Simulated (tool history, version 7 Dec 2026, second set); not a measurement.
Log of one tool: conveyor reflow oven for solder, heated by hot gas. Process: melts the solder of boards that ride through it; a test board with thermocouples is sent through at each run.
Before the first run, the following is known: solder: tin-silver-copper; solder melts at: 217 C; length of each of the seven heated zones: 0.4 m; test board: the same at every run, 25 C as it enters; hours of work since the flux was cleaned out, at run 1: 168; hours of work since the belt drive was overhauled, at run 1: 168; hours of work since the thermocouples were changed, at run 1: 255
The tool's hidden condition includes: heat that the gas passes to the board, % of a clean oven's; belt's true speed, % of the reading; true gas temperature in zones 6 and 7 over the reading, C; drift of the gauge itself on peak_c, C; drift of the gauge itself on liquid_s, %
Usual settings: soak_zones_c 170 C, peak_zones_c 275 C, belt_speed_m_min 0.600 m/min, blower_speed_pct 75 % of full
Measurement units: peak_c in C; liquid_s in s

run,hour,soak_zones_c,peak_zones_c,belt_speed_m_min,blower_speed_pct,hours of work since the flux was cleaned out,hours of work since the belt drive was overhauled,hours of work since the thermocouples were changed,peak_c,liquid_s
1,0.0,170,275,0.600,75,168,168,255,262.4,66.0
2,37.3,170,275,0.600,75,190,190,276,262.8,66.2
3,91.9,170,275,0.600,75,221,221,308,262.3,66.1
4,131.5,170,275,0.600,75,244,244,331,262.5,66.2
5,155.3,170,275,0.600,75,258,258,344,262.7,66.1
6,207.0,170,275,0.600,75,287,287,374,262.7,65.7
7,246.3,170,287,0.706,58,310,310,397,264.1,55.4
8,292.4,170,287,0.706,58,337,337,423,264.4,55.5
9,348.8,170,287,0.706,58,369,369,456,264.1,55.6
10,397.9,170,287,0.706,58,397,397,484,263.9,55.6
11,452.6,170,275,0.509,75,429,429,516,266.6,81.7
12,489.3,181,268,0.666,77,450,450,537,255.0,59.0

Alternative continuations, all from the tool just after run 12; predict every row:
A,517.7,171,282,0.600,75,466,466,553,?,?
B,517.7,181,269,0.597,71,466,466,553,?,?
C,517.7,157,268,0.600,75,466,466,553,?,?
D,517.7,181,268,0.681,51,466,466,553,?,?
E,517.7,170,275,0.600,83,466,466,553,?,?

run,peak_c,liquid_s
A,269.3,69.8
B,258.1,67.7
C,254.7,57.3
D,249.6,52.1
E,263.8,66.8
With the hidden condition removed and each run's random variation left untouched, the same runs would have given:
run,peak_c,liquid_s
A,269.4,69.9
B,258.2,67.7
C,254.8,57.3
D,249.6,52.2
E,263.8,66.9
